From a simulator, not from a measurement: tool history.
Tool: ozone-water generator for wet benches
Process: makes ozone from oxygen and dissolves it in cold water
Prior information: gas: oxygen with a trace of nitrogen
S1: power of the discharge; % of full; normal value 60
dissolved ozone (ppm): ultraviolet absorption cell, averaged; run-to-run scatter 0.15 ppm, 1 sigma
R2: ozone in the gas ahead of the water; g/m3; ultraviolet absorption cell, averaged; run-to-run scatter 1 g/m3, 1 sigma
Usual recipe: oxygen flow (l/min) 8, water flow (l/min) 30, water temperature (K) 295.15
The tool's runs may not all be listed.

run 1 hour=0 | S1=60 oxygen_flow_(l/min)=8 water_flow_(l/min)=30 water_temperature_(K)=295.15 | dissolved_ozone_(ppm)=19 R2=176.8
run 2 hour=52.3 | S1=60 oxygen_flow_(l/min)=8 water_flow_(l/min)=30 water_temperature_(K)=295.15 | dissolved_ozone_(ppm)=19.1 R2=176
run 3 hour=99.7 | S1=60 oxygen_flow_(l/min)=8 water_flow_(l/min)=30 water_temperature_(K)=295.15 | dissolved_ozone_(ppm)=19.2 R2=174.6
run 4 hour=138.7 | S1=60 oxygen_flow_(l/min)=8 water_flow_(l/min)=30 water_temperature_(K)=295.15 | dissolved_ozone_(ppm)=19 R2=176
run 5 hour=169.1 | S1=60 oxygen_flow_(l/min)=8 water_flow_(l/min)=30 water_temperature_(K)=295.15 | dissolved_ozone_(ppm)=19.1 R2=174.9
run 6 hour=222.1 | S1=60 oxygen_flow_(l/min)=8 water_flow_(l/min)=30 water_temperature_(K)=295.15 | dissolved_ozone_(ppm)=19 R2=175.5
run 7 hour=261.6 | S1=60 oxygen_flow_(l/min)=8 water_flow_(l/min)=30 water_temperature_(K)=295.15 | dissolved_ozone_(ppm)=19.1 R2=175.3
run 8 hour=298.3 | S1=60 oxygen_flow_(l/min)=14.38 water_flow_(l/min)=30 water_temperature_(K)=288.15 | dissolved_ozone_(ppm)=19.7 R2=121.6
run 9 hour=357.2 | S1=60 oxygen_flow_(l/min)=14.38 water_flow_(l/min)=30 water_temperature_(K)=288.15 | dissolved_ozone_(ppm)=19.6 R2=122.5
run 10 hour=385.2 | S1=60 oxygen_flow_(l/min)=14.38 water_flow_(l/min)=30 water_temperature_(K)=288.15 | dissolved_ozone_(ppm)=19.8 R2=122.8
run 11 hour=427.4 | S1=60 oxygen_flow_(l/min)=8 water_flow_(l/min)=20 water_temperature_(K)=295.15 | dissolved_ozone_(ppm)=25.5 R2=176.5
run 12 hour=471.3 | S1=73 oxygen_flow_(l/min)=8.28 water_flow_(l/min)=30 water_temperature_(K)=295.15 | dissolved_ozone_(ppm)=21 R2=192.1
run 13 hour=526 | S1=73 oxygen_flow_(l/min)=8.28 water_flow_(l/min)=30 water_temperature_(K)=295.15 | dissolved_ozone_(ppm)=21 R2=191.2
run 14 hour=556.9 | S1=73 oxygen_flow_(l/min)=8.28 water_flow_(l/min)=30 water_temperature_(K)=295.15 | dissolved_ozone_(ppm)=20.9 R2=191.3

Predict each of these 3 candidate next runs independently; none follows another, all start after run 14:
run A hour=598.4 | S1=73 oxygen_flow_(l/min)=12.22 water_flow_(l/min)=30 water_temperature_(K)=295.15 | dissolved_ozone_(ppm)=? R2=?
run B hour=598.4 | S1=73 oxygen_flow_(l/min)=8 water_flow_(l/min)=30 water_temperature_(K)=295.15 | dissolved_ozone_(ppm)=? R2=?
run C hour=598.4 | S1=60 oxygen_flow_(l/min)=8 water_flow_(l/min)=19 water_temperature_(K)=302.15 | dissolved_ozone_(ppm)=? R2=?

run=A dissolved_ozone_(ppm)=20 R2=151.1
run=B dissolved_ozone_(ppm)=20.9 R2=197
run=C dissolved_ozone_(ppm)=22.8 R2=173.5
Had the tool no hidden state, the same runs would have come out as:
run=A dissolved_ozone_(ppm)=21 R2=157.2
run=B dissolved_ozone_(ppm)=21.9 R2=205
run=C dissolved_ozone_(ppm)=23.7 R2=179.7
